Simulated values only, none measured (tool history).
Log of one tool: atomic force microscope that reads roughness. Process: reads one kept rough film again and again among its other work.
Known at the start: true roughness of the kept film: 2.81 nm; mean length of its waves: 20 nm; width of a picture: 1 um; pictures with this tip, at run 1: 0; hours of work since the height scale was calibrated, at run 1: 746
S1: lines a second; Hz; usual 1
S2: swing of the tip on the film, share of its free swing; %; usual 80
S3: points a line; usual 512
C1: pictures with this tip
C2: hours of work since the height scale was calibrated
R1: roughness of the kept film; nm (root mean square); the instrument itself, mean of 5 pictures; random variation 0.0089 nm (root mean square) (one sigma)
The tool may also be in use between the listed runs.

run,hour,S1,S2,S3,C1,C2,R1
1,0,1,80,512,0,746,2.003
2,32.7,1.14,80,512,38,766,1.838
3,76.2,1.14,80,512,89,791,1.642
4,109.9,2.48,80,512,128,811,1.397
5,143.6,1,80,512,167,831,1.459
6,182.3,1,80,512,212,854,1.363
7,232.2,1,80,926,270,883,1.248
8,269.5,1,80,926,313,905,1.187
# hour 274.8: new tip fitted
9,303,0.64,80,512,33,925,1.931
10,355.2,0.64,80,512,93,955,1.702
11,394.3,1,80,512,139,979,1.545
12,440.3,1,80,512,192,1006,1.416
13,468.8,1,58,512,225,1022,1.433
14,520,1,58,512,285,1053,1.315
# hour 550.7: new tip fitted
15,552.3,1,58,512,2,1071,2.087
16,585,1,80,512,40,1091,1.805
17,618.4,1,80,512,78,1110,1.667
18,658.1,1,63,512,124,1134,1.622
19,710.1,1,63,512,185,1164,1.469
20,762.1,1,63,512,245,1195,1.357
21,803.6,1,63,512,293,1220,1.274
# hour 826.7: new tip fitted
22,856.4,0.58,76,671,34,1250,1.952
23,891.8,0.58,76,671,75,1271,1.794
24,941.3,0.58,76,671,133,1300,1.626
25,975.8,1.1,76,556,173,1321,1.467
26,1027.9,3.74,80,512,233,1352,1.079
27,1063.4,1.14,80,660,275,1372,1.248
28,1096.4,1.14,77,293,313,1392,1.185
# hour 1105.3: new tip fitted
29,1128.1,1.79,88,695,26,1410,1.651
# hour 1134.1: height scale calibrated on a step standard
30,1160.3,1.24,71,575,63,15,1.79
31,1210.5,3.09,80,462,121,45,1.346
32,1248.8,3.09,80,462,165,68,1.241
33,1292.8,3.09,80,462,216,94,1.14
34,1338.7,3.09,80,462,270,121,1.074
35,1368.3,3.09,80,462,304,138,1.028
# hour 1381.9: new tip fitted
36,1410.9,3.09,80,462,34,163,1.567
37,1436.7,1.97,71,308,64,178,1.697
# hour 1455.7: height scale calibrated on a step standard, once more
38,1480,2.15,69,512,113,14,1.554
39,1507.5,2.5,80,512,145,30,1.335
40,1539.2,2.5,80,512,182,49,1.264
41,1582.1,1,63,512,232,74,1.384
42,1622.6,1.78,56,294,279,98,1.252

Measured less the same run without the tool's hidden state. The same run-to-run variation is in both; the gauge's scatter may not be:
The hidden state here: radius of the tip, nm; height scale over the true one, %; drift of the gauge itself on roughness_nm, %.
run,R1
1,-0.007
2,-0.151
3,-0.323
4,-0.389
5,-0.534
6,-0.633
7,-0.75
8,-0.817
9,-0.144
10,-0.345
11,-0.465
12,-0.581
13,-0.694
14,-0.803
15,-0.047
16,-0.19
17,-0.314
18,-0.484
19,-0.636
20,-0.745
21,-0.833
22,-0.154
23,-0.293
24,-0.474
25,-0.551
26,-0.54
27,-0.734
28,-0.774
29,-0.116
30,-0.265
31,-0.357
32,-0.448
33,-0.543
34,-0.629
35,-0.677
36,-0.121
37,-0.235
38,-0.396
39,-0.437
40,-0.515
41,-0.723
42,-0.793
